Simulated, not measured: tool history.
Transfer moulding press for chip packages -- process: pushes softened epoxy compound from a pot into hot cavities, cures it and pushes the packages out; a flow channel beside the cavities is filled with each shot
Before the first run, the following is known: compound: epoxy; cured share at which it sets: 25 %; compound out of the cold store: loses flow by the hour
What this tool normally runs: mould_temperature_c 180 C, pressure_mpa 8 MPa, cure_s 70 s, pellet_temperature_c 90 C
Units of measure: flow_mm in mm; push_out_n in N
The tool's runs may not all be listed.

| run | hour | mould_temperature_c | pressure_mpa | cure_s | pellet_temperature_c | incoming compound's hours out of the cold store | flow_mm | push_out_n |
|---|---|---|---|---|---|---|---|---|
| 1 | 0 | 180 | 8 | 70 | 90 | 37.6 | 551 | 365 |
|  | 34.2 | cavities cleaned with cleaning compound and waxed |
| 2 | 44.6 | 180 | 8 | 70 | 90 | 25.2 | 567 | 399 |
|  | 67.9 | cavities cleaned with cleaning compound and waxed |
| 3 | 74.6 | 180 | 9.74 | 70 | 90 | 30 | 611 | 393 |
| 4 | 97.2 | 180 | 9.74 | 70 | 90 | 16.6 | 641 | 395 |
|  | 102.1 | cavities cleaned with cleaning compound and waxed |
|  | 136.6 | cavities cleaned with cleaning compound and waxed |
| 5 | 143.2 | 180 | 9.74 | 70 | 90 | 28.4 | 620 | 385 |
|  | 170.9 | cavities cleaned with cleaning compound and waxed |
| 6 | 181 | 180 | 8.7 | 70 | 90 | 33 | 577 | 377 |
|  | 193.2 | mould's thermocouples calibrated |
|  | 203.1 | plunger's sealing rings changed |
|  | 207.8 | cavities cleaned with cleaning compound and waxed |
| 7 | 208.8 | 182 | 8 | 70 | 90 | 37.2 | 548 | 330 |
| 8 | 235.2 | 182 | 8 | 70 | 90 | 39 | 547 | 337 |
|  | 242.6 | cavities cleaned with cleaning compound and waxed |
| 9 | 265.2 | 182 | 8 | 70 | 90 | 14.1 | 577 | 350 |
|  | 276.8 | cavities cleaned with cleaning compound and waxed |
|  | 309.1 | cavities cleaned with cleaning compound and waxed |
| 10 | 309.1 | 182 | 8 | 70 | 90 | 33.5 | 548 | 325 |
| 11 | 333 | 180 | 8 | 70 | 90 | 40.8 | 557 | 358 |
|  | 344.2 | cavities cleaned with cleaning compound and waxed |
| 12 | 368.9 | 180 | 8 | 70 | 89 | 23.1 | 573 | 376 |
|  | 378.7 | cavities cleaned with cleaning compound and waxed |
| 13 | 393.9 | 180 | 8 | 96 | 89 | 13.7 | 580 | 239 |
|  | 411.3 | cavities cleaned with cleaning compound and waxed |
| 14 | 437.8 | 180 | 8 | 88 | 90 | 23.8 | 569 | 260 |
|  | 446.1 | cavities cleaned with cleaning compound and waxed |
| 15 | 473.1 | 179 | 8 | 57 | 90 | 35.1 | 558 | 694 |
|  | 478.5 | cavities cleaned with cleaning compound and waxed |
| 16 | 492.8 | 174 | 8 | 57 | 90 | 15.1 | 595 | 899 |
|  | 513.3 | cavities cleaned with cleaning compound and waxed |
| 17 | 517.3 | 182 | 6.82 | 64 | 87 | 15.7 | 527 | 437 |

Run 18 comes next. What will it give?
|  | 548.3 | cavities cleaned with cleaning compound and waxed |
| 18 | 551.2 | 176 | 7.16 | 95 | 94 | 44.5 | ? | ? |

{"run 18": {"flow_mm": 520, "push_out_n": 264}}
Take away the tool's hidden state, keep the run-to-run variation as it was, and the same run would have given flow_mm 521 mm, push_out_n 263 N.
